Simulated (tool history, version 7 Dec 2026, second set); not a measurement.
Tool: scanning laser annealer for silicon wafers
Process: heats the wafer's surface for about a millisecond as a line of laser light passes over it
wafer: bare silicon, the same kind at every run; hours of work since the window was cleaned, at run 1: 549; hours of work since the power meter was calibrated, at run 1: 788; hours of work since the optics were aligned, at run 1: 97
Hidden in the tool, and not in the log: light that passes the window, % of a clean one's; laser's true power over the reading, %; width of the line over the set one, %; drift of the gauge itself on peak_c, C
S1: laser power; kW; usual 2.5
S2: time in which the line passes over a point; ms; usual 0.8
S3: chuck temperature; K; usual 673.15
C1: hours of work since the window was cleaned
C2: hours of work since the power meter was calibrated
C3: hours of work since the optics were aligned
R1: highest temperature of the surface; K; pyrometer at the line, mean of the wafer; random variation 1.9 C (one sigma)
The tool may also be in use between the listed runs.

run,hour,S1,S2,S3,C1,C2,C3,R1
1,0,2.5,0.8,673.15,549,788,97,1435.15
2,26.5,2.5,0.8,673.15,564,803,112,1430.15
3,71.8,2.5,0.8,673.15,590,829,138,1430.15
4,123,2.5,0.653,673.15,619,858,167,1348.15
5,150.9,2.5,0.653,673.15,635,874,183,1348.15
6,192,2.5,0.653,673.15,658,897,207,1347.15
# hour 230.7: window over the wafer cleaned
7,243.2,2.5,0.653,673.15,7,925,235,1349.15
8,292.1,2.507,0.773,649.15,35,953,262,1398.15
9,334.3,2.507,0.773,649.15,59,977,286,1395.15
10,362.9,2.507,0.773,649.15,75,993,303,1397.15
11,415.6,2.507,0.773,649.15,105,1023,333,1397.15
12,454.3,2.507,0.773,649.15,127,1045,355,1396.15
13,513.2,2.507,0.773,649.15,161,1079,388,1394.15
14,563.8,2.143,0.821,636.15,190,1107,417,1288.15

Forecast each of these 3 alternatives for the next run:
A,591.7,2.143,0.571,662.15,205,1123,433,?
B,591.7,2.5,0.98,653.15,205,1123,433,?
C,591.7,2.143,0.821,638.15,205,1123,433,?

run,R1
A,1191.15
B,1510.15
C,1291.15
Without the tool's hidden state the same runs would have given:
run,R1
A,1191.15
B,1510.15
C,1292.15

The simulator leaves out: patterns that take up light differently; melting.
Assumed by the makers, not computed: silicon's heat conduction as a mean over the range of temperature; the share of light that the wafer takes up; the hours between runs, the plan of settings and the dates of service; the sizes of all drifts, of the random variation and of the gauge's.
